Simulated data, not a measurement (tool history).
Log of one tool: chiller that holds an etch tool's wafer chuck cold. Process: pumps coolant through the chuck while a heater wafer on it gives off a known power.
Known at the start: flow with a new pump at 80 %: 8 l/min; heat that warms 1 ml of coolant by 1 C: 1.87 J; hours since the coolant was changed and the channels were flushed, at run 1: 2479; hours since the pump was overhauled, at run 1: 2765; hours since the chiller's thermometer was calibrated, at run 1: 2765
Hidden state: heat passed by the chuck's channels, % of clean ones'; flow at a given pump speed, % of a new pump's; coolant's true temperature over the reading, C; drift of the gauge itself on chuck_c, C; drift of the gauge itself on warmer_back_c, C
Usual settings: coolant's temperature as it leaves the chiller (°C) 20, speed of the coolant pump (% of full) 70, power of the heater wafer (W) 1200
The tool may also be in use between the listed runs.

run	hour	coolant's temperature as it leaves the chiller (°C)	speed of the coolant pump (% of full)	power of the heater wafer (W)	hours since the coolant was changed and the channels were flushed	hours since the pump was overhauled	hours since the chiller's thermometer was calibrated	chuck's temperature once it has settled (°C)	how much warmer the coolant comes back (C)
1	0	20	70	1200	2479	2765	2765	32.3	5.48
2	45.4	17	70	1200	2525	2810	2810	29.4	5.54
3	106.4	17	70	1200	2586	2871	2871	29.5	5.47
4	201.1	17	70	1200	2681	2966	2966	29.5	5.44
5	290.5	20	74	1200	2770	3055	3055	32	5.12
6	336.7	20	70	1200	2816	3102	3102	32.5	5.42
7	417	20	70	1200	2896	3182	3182	32.5	5.45
8	510.9	20	90	1200	2990	3276	3276	30.9	4.21
9	588.5	20	90	1428	3068	3353	3353	33	4.99
10	640.7	20	90	1428	3120	3406	3406	32.9	4.98
11	681.5	26	70	1200	3161	3446	3446	38.5	5.32
12	773.4	26	70	1200	3253	3538	3538	38.5	5.4
# hour 781.9: chiller's thermometer calibrated
13	814.3	26	70	1200	3293	3578	32	38.6	5.34
14	869	26	70	1200	3347	3633	87	38.5	5.39
15	939.6	26	70	1200	3418	3704	158	38.5	5.39
16	979.9	20	70	642	3458	3744	198	26.8	2.8
17	1071.2	24	93	1262	3550	3835	289	35.2	4.25
18	1134.4	12	64	771	3613	3898	352	20.2	3.68
19	1172.5	12	64	771	3651	3936	391	20.5	3.68
# hour 1201.7: coolant changed, channels flushed
20	1245	10	70	679	43	4003	457	17	2.91
21	1295.3	11	65	1303	94	4053	507	25.3	6.22
22	1369.8	21	76	1574	168	4128	582	36.5	6.43
23	1450.7	21	76	1574	249	4209	663	36.5	6.4
24	1524	20	60	1646	322	4282	736	38.8	8.56
25	1579	16	70	1286	377	4337	791	29.3	5.67
26	1667.4	14	62	607	466	4425	879	20.9	2.86
27	1732.7	27	62	607	531	4491	945	33.8	2.87
28	1825.5	27	86	607	624	4583	1038	32.5	2.01
29	1881.6	27	92	1255	680	4640	1094	38	4.14
30	1921.7	27	92	1255	720	4680	1134	38	4.09
31	1961.6	27	92	1255	760	4720	1174	38.2	4.08

4 ways to go on from here, each from the tool as it stands after run 31. What would each give?
A	2011.8	15	64	604	810	4770	1224	?	?
B	2011.8	20	64	685	810	4770	1224	?	?
C	2011.8	20	89	698	810	4770	1224	?	?
D	2011.8	14	92	1255	810	4770	1224	?	?

run	chuck's temperature once it has settled (°C)	how much warmer the coolant comes back (C)
A	21.6	2.76
B	27.6	3.13
C	26.4	2.21
D	25.1	4.1
Without the tool's hidden state the same runs would have given:
run	chuck's temperature once it has settled (°C)	how much warmer the coolant comes back (C)
A	21.6	3.06
B	27.6	3.43
C	26.4	2.52
D	25	4.4
